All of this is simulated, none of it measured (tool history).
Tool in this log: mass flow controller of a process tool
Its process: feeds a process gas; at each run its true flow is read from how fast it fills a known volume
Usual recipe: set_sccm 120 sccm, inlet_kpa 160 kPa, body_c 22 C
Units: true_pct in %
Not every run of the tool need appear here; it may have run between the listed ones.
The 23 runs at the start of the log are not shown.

run    hour  set_sccm  inlet_kpa  body_c  true_pct
 24  2334.6       120        186      37    100.09
 25  2464.7       120        186      37    100.08
 26  2558.6        56        273      22     98.94
 27  2691.2        35        212      30     99.36
 28  2773.6        31        162      31     99.82
 29  2872.3       120        171      22     99.71
 30  2968.4       120        171      22     99.89
 31  3033.0        35        214      30     99.37
 32  3152.7       170        223      30     99.91
 33  3232.0       170        223      30     99.86
 34  3341.7        24        223      21     98.93
 35  3429.2        41        223      34     99.45
 36  3527.8        22        178      34     99.61

Here are 3 independent what-if runs from the current tool condition. What would each one return?
  A  3588.0       126        173      30         ?
  B  3588.0        80        207      34         ?
  C  3588.0       123        195      22         ?

run  true_pct
  A    100.01
  B     99.81
  C     99.70
The same runs, with their run-to-run variation unchanged, on a tool lacking any hidden condition would have given:
run  true_pct
  A    100.02
  B     99.81
  C     99.71

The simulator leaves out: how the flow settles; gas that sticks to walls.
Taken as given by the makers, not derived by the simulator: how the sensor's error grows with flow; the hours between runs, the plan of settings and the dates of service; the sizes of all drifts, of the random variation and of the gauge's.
